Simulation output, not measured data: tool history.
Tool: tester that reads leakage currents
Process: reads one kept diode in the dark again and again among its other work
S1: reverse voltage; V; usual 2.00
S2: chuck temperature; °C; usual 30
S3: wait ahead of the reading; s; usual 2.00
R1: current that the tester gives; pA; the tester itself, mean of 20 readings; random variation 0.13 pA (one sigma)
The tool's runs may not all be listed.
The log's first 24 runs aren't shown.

{"run": 25, "day": 107.492, "S1": 8.36, "S2": 49, "S3": 0.5, "R1": 242.37}
{"run": 26, "day": 111.217, "S1": 8.36, "S2": 49, "S3": 0.5, "R1": 242.26}
{"run": 27, "day": 114.571, "S1": 2.0, "S2": 30, "S3": 2.66, "R1": 39.33}
{"day": 118.183, "done": "chuck's temperature calibrated"}
{"run": 28, "day": 120.6, "S1": 13.32, "S2": 25, "S3": 1.08, "R1": 73.27}
{"run": 29, "day": 125.133, "S1": 13.32, "S2": 25, "S3": 1.08, "R1": 74.05}
{"run": 30, "day": 130.821, "S1": 1.26, "S2": 42, "S3": 9.63, "R1": 82.86}
{"run": 31, "day": 134.467, "S1": 1.26, "S2": 42, "S3": 9.63, "R1": 82.96}
{"run": 32, "day": 137.317, "S1": 13.22, "S2": 42, "S3": 2.46, "R1": 192.34}
{"run": 33, "day": 142.942, "S1": 13.22, "S2": 42, "S3": 2.46, "R1": 193.43}

Forecast each of these 5 alternatives for the next run:
{"run": "A", "day": 147.338, "S1": 6.2, "S2": 48, "S3": 2.46, "R1": "?"}
{"run": "B", "day": 147.338, "S1": 6.14, "S2": 42, "S3": 2.1, "R1": "?"}
{"run": "C", "day": 147.338, "S1": 11.08, "S2": 32, "S3": 2.0, "R1": "?"}
{"run": "D", "day": 147.338, "S1": 1.57, "S2": 42, "S3": 0.93, "R1": "?"}
{"run": "E", "day": 147.338, "S1": 2.0, "S2": 25, "S3": 3.07, "R1": "?"}

run=A R1=213.61
run=B R1=143.59
run=C R1=98.94
run=D R1=89.90
run=E R1=29.66
Without the tool's hidden state the same runs would have given:
run=A R1=202.52
run=B R1=131.94
run=C R1=76.02
run=D R1=87.54
run=E R1=25.70
